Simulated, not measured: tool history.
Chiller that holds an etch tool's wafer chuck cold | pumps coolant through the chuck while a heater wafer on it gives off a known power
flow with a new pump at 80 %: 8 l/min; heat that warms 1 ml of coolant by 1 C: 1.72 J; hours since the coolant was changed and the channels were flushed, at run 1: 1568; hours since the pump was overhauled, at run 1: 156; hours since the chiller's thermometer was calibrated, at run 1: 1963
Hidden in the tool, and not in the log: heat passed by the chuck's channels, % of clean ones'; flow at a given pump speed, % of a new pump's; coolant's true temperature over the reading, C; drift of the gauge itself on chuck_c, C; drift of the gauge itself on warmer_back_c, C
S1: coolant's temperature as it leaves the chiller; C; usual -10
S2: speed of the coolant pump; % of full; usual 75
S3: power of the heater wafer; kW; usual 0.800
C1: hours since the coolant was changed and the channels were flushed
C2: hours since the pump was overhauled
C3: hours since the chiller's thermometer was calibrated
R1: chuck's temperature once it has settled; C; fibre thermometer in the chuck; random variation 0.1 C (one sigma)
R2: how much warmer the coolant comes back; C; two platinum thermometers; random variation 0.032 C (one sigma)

run,hour,S1,S2,S3,C1,C2,C3,R1,R2
1,0.0,-10,75,0.800,1568,156,1963,-1.6,3.68
2,18.1,-20,75,0.800,1586,174,1981,-11.5,3.66
3,37.3,-20,75,1.171,1605,194,2001,-7.9,5.43
4,70.2,-20,75,1.171,1638,226,2033,-7.9,5.49
5,112.3,-20,75,1.171,1680,269,2076,-8.0,5.43
6,136.2,-19,75,1.171,1704,292,2099,-7.0,5.45
7,171.1,-10,72,0.800,1739,327,2134,-1.4,3.96
8,198.3,-10,79,0.550,1766,355,2162,-4.6,2.46
9,225.9,-4,77,0.800,1794,382,2189,4.2,3.67
10,263.7,-4,77,0.800,1832,420,2227,4.2,3.72
11,298.7,-4,77,0.800,1867,455,2262,4.1,3.72
12,326.3,-4,77,0.861,1894,483,2290,4.8,3.99
13,358.7,-12,79,0.408,1927,515,2322,-8.0,1.89
14,399.8,-4,79,0.800,1968,556,2363,3.9,3.62

Forecast each of these 4 alternatives for the next run:
A,438.3,-18,79,0.768,2006,595,2402,?,?
B,438.3,-15,62,0.420,2006,595,2402,?,?
C,438.3,-10,81,0.654,2006,595,2402,?,?
D,438.3,-6,75,0.800,2006,595,2402,?,?

run,R1,R2
A,-10.3,3.52
B,-9.9,2.51
C,-3.8,2.90
D,2.3,3.84
Without the tool's hidden state the same runs would have given:
run,R1,R2
A,-10.3,3.40
B,-9.9,2.38
C,-3.8,2.77
D,2.2,3.71
